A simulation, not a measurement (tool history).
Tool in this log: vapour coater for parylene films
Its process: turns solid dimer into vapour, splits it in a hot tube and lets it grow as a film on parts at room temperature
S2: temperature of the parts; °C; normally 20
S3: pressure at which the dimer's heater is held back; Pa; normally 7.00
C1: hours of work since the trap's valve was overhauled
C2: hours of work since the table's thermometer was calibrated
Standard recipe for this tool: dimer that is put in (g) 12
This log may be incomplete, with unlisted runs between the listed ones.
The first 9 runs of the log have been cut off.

run 10 hour=102.8 | dimer_that_is_put_in_(g)=12 S2=19 S3=7.00 | C1=374 C2=158 | thickness_of_the_film_(nm)=8510
run 11 hour=116.9 | dimer_that_is_put_in_(g)=12 S2=19 S3=7.00 | C1=382 C2=166 | thickness_of_the_film_(nm)=8340
-- hour=122.7 trap's valve overhauled
run 12 hour=136.0 | dimer_that_is_put_in_(g)=12 S2=19 S3=7.00 | C1=8 C2=175 | thickness_of_the_film_(nm)=7670
run 13 hour=149.0 | dimer_that_is_put_in_(g)=12 S2=19 S3=7.00 | C1=16 C2=183 | thickness_of_the_film_(nm)=7570
run 14 hour=157.3 | dimer_that_is_put_in_(g)=12 S2=20 S3=4.70 | C1=21 C2=188 | thickness_of_the_film_(nm)=8120
run 15 hour=165.1 | dimer_that_is_put_in_(g)=12 S2=20 S3=4.70 | C1=25 C2=192 | thickness_of_the_film_(nm)=8150
run 16 hour=178.3 | dimer_that_is_put_in_(g)=12 S2=20 S3=4.70 | C1=33 C2=200 | thickness_of_the_film_(nm)=8150
run 17 hour=194.1 | dimer_that_is_put_in_(g)=12 S2=20 S3=4.70 | C1=42 C2=210 | thickness_of_the_film_(nm)=7990
-- hour=200.7 trap's valve overhauled, once more
run 18 hour=212.9 | dimer_that_is_put_in_(g)=12 S2=20 S3=4.70 | C1=7 C2=218 | thickness_of_the_film_(nm)=10320
run 19 hour=226.2 | dimer_that_is_put_in_(g)=12 S2=20 S3=10.04 | C1=15 C2=226 | thickness_of_the_film_(nm)=8600
run 20 hour=241.9 | dimer_that_is_put_in_(g)=10 S2=20 S3=10.04 | C1=25 C2=236 | thickness_of_the_film_(nm)=6940
run 21 hour=256.0 | dimer_that_is_put_in_(g)=10 S2=20 S3=10.04 | C1=33 C2=244 | thickness_of_the_film_(nm)=7050
run 22 hour=269.1 | dimer_that_is_put_in_(g)=10 S2=20 S3=10.04 | C1=41 C2=252 | thickness_of_the_film_(nm)=7050
run 23 hour=283.2 | dimer_that_is_put_in_(g)=10 S2=20 S3=10.04 | C1=49 C2=260 | thickness_of_the_film_(nm)=6980
run 24 hour=294.6 | dimer_that_is_put_in_(g)=10 S2=20 S3=10.04 | C1=56 C2=267 | thickness_of_the_film_(nm)=6920
run 25 hour=303.0 | dimer_that_is_put_in_(g)=10 S2=20 S3=10.04 | C1=61 C2=272 | thickness_of_the_film_(nm)=7030
run 26 hour=318.9 | dimer_that_is_put_in_(g)=10 S2=20 S3=10.04 | C1=70 C2=281 | thickness_of_the_film_(nm)=6910

What does the tool deliver on the next run?
run 27 hour=332.8 | dimer_that_is_put_in_(g)=7 S2=19 S3=6.43 | C1=78 C2=290 | thickness_of_the_film_(nm)=?

Run 27 measured thickness of the film (nm) 5570.
Without the tool's hidden state the same run would have given thickness of the film (nm) 5770.
